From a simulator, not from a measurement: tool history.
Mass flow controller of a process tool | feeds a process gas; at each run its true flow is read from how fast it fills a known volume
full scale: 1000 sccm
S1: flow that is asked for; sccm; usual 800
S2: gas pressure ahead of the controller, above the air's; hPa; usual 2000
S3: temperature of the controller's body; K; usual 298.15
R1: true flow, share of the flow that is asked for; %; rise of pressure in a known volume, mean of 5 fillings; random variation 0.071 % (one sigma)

run    hour   S1    S2      S3      R1
  1     0.0  800  2000  298.15   99.93
  2   104.6  800  2000  298.15   99.78
  3   292.8  800  2000  298.15   99.89
  4   453.5  800  2000  298.15   99.88
  5   650.2  800  2000  298.15   99.88
  6   853.0  131  2000  298.15   98.67
  7   964.5  800  2000  298.15  100.03
  8  1055.3  800  2000  298.15   99.89
  9  1176.0  108  2480  298.15   99.20
 10  1309.2  126  1880  294.15   99.18
 11  1397.1  126  1880  294.15   98.96
 12  1553.7  800  2000  310.15   99.51
 13  1641.6  800  2000  310.15   99.51
 14  1789.8  800  2000  310.15   99.59
 15  1979.4  431  2040  294.15   99.57

Measured less the same run without the tool's hidden state. The same run-to-run variation is in both; the gauge's scatter may not be:
The hidden state here: flow at rest that the sensor doesn't see, % of full scale; true flow over the shown one, %; drift of the gauge itself on true_pct, %.
run     R1
  1  +0.33
  2  +0.36
  3  +0.39
  4  +0.42
  5  +0.46
  6  +0.91
  7  +0.51
  8  +0.53
  9  +1.15
 10  +1.09
 11  +1.13
 12  +0.63
 13  +0.64
 14  +0.66
 15  +0.80
